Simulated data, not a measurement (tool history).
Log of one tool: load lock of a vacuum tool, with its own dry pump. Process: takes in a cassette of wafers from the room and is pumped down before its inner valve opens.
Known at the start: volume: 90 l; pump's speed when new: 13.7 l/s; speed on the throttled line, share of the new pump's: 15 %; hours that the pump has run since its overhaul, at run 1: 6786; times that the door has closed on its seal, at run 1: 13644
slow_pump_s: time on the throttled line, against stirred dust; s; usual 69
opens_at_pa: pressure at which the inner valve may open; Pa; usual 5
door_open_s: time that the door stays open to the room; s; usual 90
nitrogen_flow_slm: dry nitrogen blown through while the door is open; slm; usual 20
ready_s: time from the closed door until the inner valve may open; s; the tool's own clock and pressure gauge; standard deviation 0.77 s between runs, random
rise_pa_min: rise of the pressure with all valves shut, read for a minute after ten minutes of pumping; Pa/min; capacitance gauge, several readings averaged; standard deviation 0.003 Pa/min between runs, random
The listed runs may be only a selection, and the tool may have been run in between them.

run   hour  slow_pump_s  opens_at_pa  door_open_s  nitrogen_flow_slm  hours that the pump has run since its overhaul  times that the door has closed on its seal  incoming humidity of the room's air, %  ready_s  rise_pa_min
  1      0           69            5           90                 20                                            6786                                       13644                                    44.7      123         0.04
  2   69.4           69            5           90                 20                                            6855                                       13937                                    43.8    124.5         0.04
  3  158.1          112            5           90                 20                                            6944                                       14312                                    44.7      161        0.045
  4  210.9           69            5           90                  7                                            6997                                       14535                                    44.1    124.2        0.054
  5  248.3           69            4           90                 20                                            7034                                       14693                                    43.6    127.2         0.04
  6  316.4           69            4           90                 26                                            7102                                       14981                                    46.7    126.9        0.033
  7  384.9           69            4           90                 26                                            7171                                       15270                                    44.1    124.8        0.031

What does the tool deliver on the next run?
  8  449.7           73            4           90                 26                                            7235                                       15543                                    46.2        ?            ?

Logged for run 8: ready_s 130.2 s, rise_pa_min 0.037 Pa/min.
Without the tool's hidden state the same run would have given ready_s 130.2 s, rise_pa_min 0.037 Pa/min.
